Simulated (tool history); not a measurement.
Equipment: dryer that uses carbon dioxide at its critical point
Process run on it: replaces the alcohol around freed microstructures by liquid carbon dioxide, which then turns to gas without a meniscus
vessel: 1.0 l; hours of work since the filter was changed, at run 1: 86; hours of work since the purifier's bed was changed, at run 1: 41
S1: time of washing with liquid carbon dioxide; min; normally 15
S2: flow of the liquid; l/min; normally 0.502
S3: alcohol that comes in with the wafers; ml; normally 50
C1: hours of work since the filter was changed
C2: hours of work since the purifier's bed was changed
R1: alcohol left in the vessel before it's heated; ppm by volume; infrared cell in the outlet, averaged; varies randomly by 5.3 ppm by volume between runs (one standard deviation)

run 1 hour=0 | S1=15 S2=0.502 S3=50 | C1=86 C2=41 | R1=131
run 2 hour=11.5 | S1=15 S2=0.502 S3=50 | C1=95 C2=50 | R1=136
run 3 hour=22.6 | S1=15 S2=0.502 S3=50 | C1=104 C2=58 | R1=145
run 4 hour=33.5 | S1=15 S2=0.502 S3=50 | C1=113 C2=67 | R1=158
run 5 hour=43.4 | S1=15 S2=0.502 S3=50 | C1=121 C2=75 | R1=152
run 6 hour=49.4 | S1=15 S2=0.502 S3=50 | C1=125 C2=79 | R1=147
run 7 hour=59 | S1=15 S2=0.502 S3=50 | C1=133 C2=87 | R1=145
run 8 hour=68.8 | S1=15 S2=0.502 S3=50 | C1=141 C2=95 | R1=154
run 9 hour=74 | S1=15 S2=0.502 S3=50 | C1=145 C2=99 | R1=149
run 10 hour=82.6 | S1=15 S2=0.415 S3=50 | C1=151 C2=106 | R1=417
run 11 hour=92.8 | S1=15 S2=0.587 S3=50 | C1=159 C2=114 | R1=70
run 12 hour=100.7 | S1=10 S2=0.502 S3=50 | C1=166 C2=120 | R1=999
run 13 hour=106.3 | S1=15 S2=0.502 S3=50 | C1=170 C2=124 | R1=160
run 14 hour=111.8 | S1=15 S2=0.502 S3=50 | C1=174 C2=129 | R1=170
run 15 hour=117.2 | S1=15 S2=0.502 S3=50 | C1=179 C2=133 | R1=173
run 16 hour=127.9 | S1=15 S2=0.502 S3=50 | C1=187 C2=141 | R1=180
run 17 hour=134 | S1=15 S2=0.502 S3=50 | C1=192 C2=146 | R1=169
run 18 hour=142.7 | S1=15 S2=0.502 S3=50 | C1=199 C2=153 | R1=176
run 19 hour=152.7 | S1=15 S2=0.502 S3=50 | C1=207 C2=161 | R1=181
run 20 hour=159.1 | S1=15 S2=0.502 S3=50 | C1=212 C2=166 | R1=185
run 21 hour=170.6 | S1=15 S2=0.502 S3=50 | C1=221 C2=175 | R1=180
run 22 hour=181 | S1=15 S2=0.742 S3=50 | C1=229 C2=183 | R1=52
run 23 hour=193.6 | S1=15 S2=0.742 S3=50 | C1=239 C2=193 | R1=51
run 24 hour=202.5 | S1=11 S2=0.746 S3=25 | C1=246 C2=200 | R1=82
run 25 hour=208.7 | S1=12 S2=0.386 S3=24 | C1=251 C2=205 | R1=768
run 26 hour=215.8 | S1=10 S2=0.562 S3=53 | C1=256 C2=210 | R1=772
run 27 hour=228.1 | S1=11 S2=0.562 S3=25 | C1=266 C2=220 | R1=279
run 28 hour=236.4 | S1=11 S2=0.562 S3=25 | C1=272 C2=227 | R1=264
run 29 hour=247.9 | S1=14 S2=0.551 S3=50 | C1=281 C2=236 | R1=191
run 30 hour=253.6 | S1=15 S2=0.578 S3=50 | C1=286 C2=240 | R1=119
run 31 hour=259.3 | S1=15 S2=0.578 S3=50 | C1=290 C2=245 | R1=123
run 32 hour=266.3 | S1=15 S2=0.578 S3=50 | C1=296 C2=250 | R1=127
run 33 hour=278.7 | S1=15 S2=0.578 S3=50 | C1=306 C2=260 | R1=131
run 34 hour=291.1 | S1=15 S2=0.578 S3=50 | C1=316 C2=270 | R1=139
-- hour=294.5 inlet filter changed
run 35 hour=299.8 | S1=15 S2=0.761 S3=108 | C1=4 C2=276 | R1=58
run 36 hour=312 | S1=15 S2=0.761 S3=108 | C1=14 C2=285 | R1=58
run 37 hour=320.9 | S1=13 S2=0.761 S3=26 | C1=21 C2=292 | R1=70
run 38 hour=328.4 | S1=13 S2=0.761 S3=26 | C1=27 C2=298 | R1=62
run 39 hour=335.4 | S1=13 S2=0.761 S3=26 | C1=32 C2=304 | R1=56
run 40 hour=341 | S1=15 S2=0.644 S3=110 | C1=37 C2=308 | R1=97
run 41 hour=348.3 | S1=15 S2=0.644 S3=110 | C1=42 C2=314 | R1=108
run 42 hour=357 | S1=14 S2=0.544 S3=50 | C1=49 C2=321 | R1=172
run 43 hour=364.1 | S1=13 S2=0.323 S3=57 | C1=55 C2=326 | R1=2070
run 44 hour=373.4 | S1=21 S2=0.45 S3=25 | C1=62 C2=334 | R1=74
run 45 hour=378.9 | S1=20 S2=0.599 S3=25 | C1=66 C2=338 | R1=61
run 46 hour=386.8 | S1=20 S2=0.599 S3=25 | C1=73 C2=344 | R1=66

What differs in the tool's unlogged condition from the final listed run ahead of each entry between runs to the first listed run following it?
From run 34 to run 35: inlet filter changed (hour 294.5)
  flow that reaches the vessel past the clogged filter, %: 91.2 -> 99.7; alcohol in the recycled carbon dioxide, ppm: 49.3 -> 50.2
  difference, measured minus the result without the unlogged condition, R1: +80 -> +46 ppm by volume
